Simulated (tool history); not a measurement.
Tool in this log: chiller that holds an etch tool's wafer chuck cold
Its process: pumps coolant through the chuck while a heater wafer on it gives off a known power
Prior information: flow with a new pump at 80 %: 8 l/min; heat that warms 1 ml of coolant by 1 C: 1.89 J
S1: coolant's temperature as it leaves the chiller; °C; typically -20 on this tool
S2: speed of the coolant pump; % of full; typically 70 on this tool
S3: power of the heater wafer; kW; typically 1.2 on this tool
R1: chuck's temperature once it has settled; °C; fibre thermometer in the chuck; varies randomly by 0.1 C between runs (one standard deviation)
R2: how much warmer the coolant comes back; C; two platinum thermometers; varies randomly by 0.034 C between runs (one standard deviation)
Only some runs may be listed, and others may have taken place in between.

Run 1, hour 0: usual settings. Result: R1 -9.9 °C, R2 5.66 C.
Run 2, hour 45.7: usual settings. Result: R1 -10 °C, R2 5.61 C.
Run 3, hour 102.3: usual settings but S1 -12 °C. Result: R1 -1.9 °C, R2 5.55 C.
Run 4, hour 141.8: usual settings but S1 -12 °C, S2 91 % of full. Result: R1 -3.9 °C, R2 4.18 C.
Run 5, hour 206.7: usual settings but S1 -12 °C, S2 91 % of full. Result: R1 -3.8 °C, R2 4.18 C.
Run 6, hour 244: usual settings but S1 -12 °C, S2 91 % of full. Result: R1 -4 °C, R2 4.21 C.
Run 7, hour 296.1: usual settings but S1 -12 °C, S2 91 % of full. Result: R1 -3.8 °C, R2 4.18 C.
Run 8, hour 332.1: usual settings but S1 -12 °C, S2 91 % of full. Result: R1 -3.7 °C, R2 4.18 C.
Run 9, hour 413.7: usual settings but S1 -12 °C, S2 91 % of full. Result: R1 -4 °C, R2 4.18 C.
Run 10, hour 488.8: usual settings but S1 -12 °C, S2 91 % of full. Result: R1 -4 °C, R2 4.2 C.
Run 11, hour 532.4: usual settings but S1 -12 °C, S2 91 % of full. Result: R1 -4.1 °C, R2 4.2 C.
Run 12, hour 585.7: usual settings but S1 -12 °C, S2 91 % of full. Result: R1 -3.7 °C, R2 4.18 C.
Run 13, hour 639.2: usual settings but S1 -12 °C, S2 91 % of full. Result: R1 -3.8 °C, R2 4.18 C.
Run 14, hour 717.6: usual settings but S1 -12 °C, S2 91 % of full. Result: R1 -3.8 °C, R2 4.2 C.
Run 15, hour 785.9: usual settings but S1 -14 °C, S2 88 % of full, S3 1.552 kW. Result: R1 -3.1 °C, R2 5.7 C.
Run 16, hour 832.8: usual settings but S1 -18 °C, S2 99 % of full, S3 1.346 kW. Result: R1 -9.4 °C, R2 4.31 C.
Run 17, hour 871.3: usual settings but S3 1.772 kW. Result: R1 -4.8 °C, R2 8.38 C.
Run 18, hour 925.2: usual settings but S3 1.772 kW. Result: R1 -4.8 °C, R2 8.41 C.
Run 19, hour 1004.3: usual settings but S1 -29 °C, S2 88 % of full, S3 0.81 kW. Result: R1 -23.5 °C, R2 2.96 C.
Run 20, hour 1039.6: usual settings but S1 -28 °C, S2 88 % of full, S3 0.62 kW. Result: R1 -24 °C, R2 2.25 C.
Run 21, hour 1084.9: usual settings but S1 -12 °C, S2 90 % of full, S3 1.436 kW. Result: R1 -2 °C, R2 5.14 C.
Run 22, hour 1148.7: usual settings but S2 94 % of full, S3 0.949 kW. Result: R1 -13.9 °C, R2 3.25 C.
Run 23, hour 1230.8: usual settings but S2 91 % of full, S3 1.783 kW. Result: R1 -7.7 °C, R2 6.35 C.
Run 24, hour 1280.8: usual settings but S1 -13 °C, S2 72 % of full, S3 0.901 kW. Result: R1 -5.5 °C, R2 4.21 C.
Run 25, hour 1357.2: usual settings but S1 -27 °C, S2 80 % of full, S3 1.361 kW. Result: R1 -16.8 °C, R2 5.61 C.
Run 26, hour 1401.3: usual settings but S1 -13 °C, S2 79 % of full, S3 0.684 kW. Result: R1 -7.9 °C, R2 2.86 C.
Run 27, hour 1441: usual settings but S1 -13 °C, S2 83 % of full, S3 1.155 kW. Result: R1 -4.4 °C, R2 4.52 C.
Run 28, hour 1506.9: usual settings but S1 -15 °C, S2 81 % of full, S3 0.88 kW. Result: R1 -8.4 °C, R2 3.6 C.

Each run again, without the hidden state but with its own random variation kept:
Hidden state at play: heat passed by the chuck's channels, % of clean ones'; flow at a given pump speed, % of a new pump's; coolant's true temperature over the reading, C; drift of the gauge itself on chuck_c, C; drift of the gauge itself on warmer_back_c, C.
run     R1    R2
  1   -9.9   5.6
  2    -10  5.54
  3     -2  5.47
  4     -4  4.12
  5   -3.8  4.12
  6     -4  4.14
  7   -3.8  4.11
  8   -3.8   4.1
  9   -4.1  4.09
 10   -4.1  4.11
 11   -4.1   4.1
 12   -3.8  4.07
 13   -3.8  4.07
 14   -3.9  4.08
 15   -3.3  5.53
 16   -9.5  4.18
 17   -5.2  8.12
 18   -5.2  8.14
 19  -23.4  2.86
 20  -23.9  2.17
 21   -2.2  4.95
 22  -13.9  3.13
 23   -8.1  6.11
 24   -5.6  4.05
 25    -17  5.38
 26   -7.7  2.73
 27   -4.5  4.32
 28   -8.4  3.44

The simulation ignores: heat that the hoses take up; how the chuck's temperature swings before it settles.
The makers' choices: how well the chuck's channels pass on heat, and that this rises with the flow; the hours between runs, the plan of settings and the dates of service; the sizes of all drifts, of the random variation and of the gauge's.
